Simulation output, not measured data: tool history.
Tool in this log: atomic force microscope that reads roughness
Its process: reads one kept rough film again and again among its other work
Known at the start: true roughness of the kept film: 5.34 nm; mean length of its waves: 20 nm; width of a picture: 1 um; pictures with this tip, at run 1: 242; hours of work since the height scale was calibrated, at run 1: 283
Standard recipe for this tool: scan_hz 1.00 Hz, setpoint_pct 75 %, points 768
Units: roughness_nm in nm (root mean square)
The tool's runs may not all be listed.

run   hour  scan_hz  setpoint_pct  points  pictures with this tip  hours of work since the height scale was calibrated  roughness_nm
  1    0.0     1.00            75     768                     242                                                  283         3.620
  2   12.3     1.00            75     768                     262                                                  290         3.610
  3   20.0     1.00            75     768                     274                                                  294         3.648
  4   26.6     1.00            75     768                     285                                                  298         3.614
  5   32.4     1.00            75     768                     295                                                  301         3.620
  6   44.4     1.00            83     768                     314                                                  307         3.505
  7   57.6     1.00            83     768                     336                                                  314         3.496
      64.1  -- new tip fitted
  8   66.3     1.00            73     768                       3                                                  318         3.654
  9   76.8     1.00            75     768                      21                                                  324         3.604
 10   86.8     0.94            75     768                      37                                                  329         3.636
 11   96.9     3.02            75     622                      54                                                  335         3.179
 12  109.7     2.15            70     622                      75                                                  341         3.456
 13  122.1     2.15            79     622                      95                                                  348         3.250
 14  129.0     2.26            75     321                     107                                                  352         3.265
 15  137.3     1.11            71     521                     120                                                  356         3.624
 16  144.0     3.66            62     296                     131                                                  360         3.381
 17  152.1     3.66            62     296                     144                                                  364         3.390

How would selected steps in roughness_nm from run to run divide? Give the signed amount a tool lacking its hidden state would still show from settings, what came in and random variation, and the signed amount left for the hidden state, including any gauge scatter that is not in both of the compared results.
The hidden state here: radius of the tip, nm; height scale over the true one, %; drift of the gauge itself on roughness_nm, %.
Run 7 -> 8: setpoint_pct 83 -> 73, new tip fitted. roughness_nm +0.158 nm (root mean square): hidden state +0.019, all else +0.139.
Run 10 -> 11: scan_hz 0.94 -> 3.02, points 768 -> 622. roughness_nm -0.457 nm (root mean square): hidden state -0.001, all else -0.456.

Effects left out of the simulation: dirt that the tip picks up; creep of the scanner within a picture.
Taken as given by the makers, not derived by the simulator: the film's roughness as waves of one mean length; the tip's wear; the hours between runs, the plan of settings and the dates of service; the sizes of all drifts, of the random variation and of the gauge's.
